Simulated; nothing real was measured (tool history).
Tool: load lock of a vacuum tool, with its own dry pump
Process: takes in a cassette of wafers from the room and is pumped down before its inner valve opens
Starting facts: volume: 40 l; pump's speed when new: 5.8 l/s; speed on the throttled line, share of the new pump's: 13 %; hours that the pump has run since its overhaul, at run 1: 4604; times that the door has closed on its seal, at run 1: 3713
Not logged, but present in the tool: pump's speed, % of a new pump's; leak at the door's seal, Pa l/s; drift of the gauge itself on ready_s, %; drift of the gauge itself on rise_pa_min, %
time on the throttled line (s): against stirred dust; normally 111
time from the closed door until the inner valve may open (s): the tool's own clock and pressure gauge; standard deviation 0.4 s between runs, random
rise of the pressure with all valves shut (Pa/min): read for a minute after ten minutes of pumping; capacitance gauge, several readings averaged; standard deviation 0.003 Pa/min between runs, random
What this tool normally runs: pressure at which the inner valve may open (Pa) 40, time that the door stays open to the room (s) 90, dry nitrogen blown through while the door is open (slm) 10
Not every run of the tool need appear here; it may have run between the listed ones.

run	hour	time on the throttled line (s)	pressure at which the inner valve may open (Pa)	time that the door stays open to the room (s)	dry nitrogen blown through while the door is open (slm)	hours that the pump has run since its overhaul	times that the door has closed on its seal	incoming humidity of the room's air, %	time from the closed door until the inner valve may open (s)	rise of the pressure with all valves shut (Pa/min)
1	0.0	111	40	90	10	4604	3713	46.7	152.1	0.073
2	41.8	111	40	41	10	4646	3781	43.2	152.2	0.047
3	89.8	111	40	41	10	4694	3858	44.8	151.7	0.048
4	130.0	111	40	90	31	4734	3924	48.3	152.8	0.045
5	213.0	111	40	136	31	4817	4058	47.0	152.3	0.052
6	294.7	111	40	90	10	4899	4190	48.8	152.6	0.075
7	346.7	111	40	90	10	4951	4275	43.2	152.3	0.065
8	402.3	96	40	90	10	5006	4365	43.9	139.0	0.068
9	491.6	96	40	90	10	5095	4510	45.9	140.2	0.071
10	563.5	96	40	90	10	5167	4626	43.4	139.9	0.068
11	649.4	128	40	90	11	5253	4765	46.3	167.3	0.074
12	727.9	158	40	90	11	5332	4893	45.2	193.5	0.066
13	769.2	56	40	90	11	5373	4959	43.1	105.2	0.068
14	816.2	151	48	90	5	5420	5036	42.3	185.2	0.088

Consider 3 possible next runs. They are alternatives, not a sequence: every one starts from the tool as it was left by run 14. What does each give?
A	889.3	111	40	90	5	5493	5154	45.8	?	?
B	889.3	151	37	40	5	5493	5154	46.6	?	?
C	889.3	118	48	82	5	5493	5154	45.9	?	?

run	time from the closed door until the inner valve may open (s)	rise of the pressure with all valves shut (Pa/min)
A	151.7	0.089
B	188.2	0.064
C	157.3	0.083
Without the tool's unlogged condition, the same runs would have read:
run	time from the closed door until the inner valve may open (s)	rise of the pressure with all valves shut (Pa/min)
A	149.8	0.067
B	186.5	0.042
C	155.4	0.061
